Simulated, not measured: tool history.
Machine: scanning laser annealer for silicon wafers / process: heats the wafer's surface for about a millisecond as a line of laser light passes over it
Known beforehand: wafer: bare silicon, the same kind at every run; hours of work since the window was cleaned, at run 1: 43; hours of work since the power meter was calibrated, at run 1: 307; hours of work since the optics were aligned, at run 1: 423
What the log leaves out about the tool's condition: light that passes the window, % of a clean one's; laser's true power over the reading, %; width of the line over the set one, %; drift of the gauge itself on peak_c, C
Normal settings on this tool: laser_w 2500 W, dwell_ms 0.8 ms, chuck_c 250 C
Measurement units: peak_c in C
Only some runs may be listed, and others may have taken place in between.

run	hour	laser_w	dwell_ms	chuck_c	hours of work since the window was cleaned	hours of work since the power meter was calibrated	hours of work since the optics were aligned	peak_c
1	0	2500	0.8	250	43	307	423	1030
2	18.3	2500	0.8	250	53	317	433	1028
3	34.3	2500	0.8	250	62	326	442	1030
4	54.1	2145	0.8	250	73	337	453	922
5	73.4	2220	0.8	250	83	347	463	939
6	90.8	2220	0.8	250	93	357	473	941
7	109.7	2551	0.8	250	103	367	483	1044
8	126.3	2551	0.8	250	112	376	492	1043
9	135.7	2500	0.8	250	117	382	497	1027
10	153.8	2627	0.8	250	127	391	507	1066
11	167.5	2500	0.8	254	135	399	515	1029
12	181.9	2500	0.8	254	142	407	523	1032
13	191.6	2500	0.8	254	148	412	528	1033
14	203.2	2500	0.8	254	154	418	534	1026
15	212.6	2500	0.8	254	159	424	539	1031
16	228.3	2500	0.8	254	168	432	548	1029
17	237.6	2500	0.8	250	173	437	553	1024
18	256.7	2500	0.8	250	183	448	564	1026
19	269.2	2500	0.8	255	190	454	570	1026
20	280.2	2500	0.8	255	196	460	576	1028
21	295.3	2218	0.682	256	204	469	585	891
# hour 302: optics aligned, line set to its width
22	309.4	2218	0.682	256	209	474	4	886
23	322.1	2274	0.8	265	216	481	11	970
24	332.1	2128	0.603	238	222	486	16	809
# hour 341.2: optics aligned, line set to its width, once more
25	345.7	2500	0.8	225	226	491	2	997
26	363.4	2646	0.8	250	236	500	12	1068
27	381.2	2662	0.63	250	246	510	22	980
28	395.9	2467	0.8	270	254	518	30	1032
29	410.5	2467	0.8	270	262	526	38	1036
30	421.8	2467	0.8	270	268	532	44	1034
31	436.1	2650	0.695	233	276	540	52	993
32	451	2621	0.904	242	284	548	60	1098
33	470.7	2740	0.8	233	295	559	71	1079
34	487.7	2219	0.8	265	304	568	80	949
35	502.9	2442	0.827	251	312	577	88	1019
36	521.2	2442	0.666	251	322	587	98	937
37	533.9	2607	0.666	228	329	594	105	961
38	542.6	2237	0.808	250	334	598	110	946
39	562.2	2584	0.817	228	345	609	121	1031
40	573.1	2349	0.8	250	351	615	127	973

What differs in the tool's unlogged condition from the final listed run ahead of each entry between runs to the first listed run following it?
Runs 21 to 22: optics aligned, line set to its width (hour 302)
  light that passes the window, % of a clean one's: 98.66 -> 98.63; width of the line over the set one, %: 0.82 -> 1.35
  measured result minus the result with no hidden state, peak_c: -11 -> -13 C
Runs 24 to 25: optics aligned, line set to its width, once more (hour 341.2)
  light that passes the window, % of a clean one's: 98.57 -> 98.54; width of the line over the set one, %: 1.36 -> 0.28
  measured result minus the result with no hidden state, peak_c: -12 -> -13 C
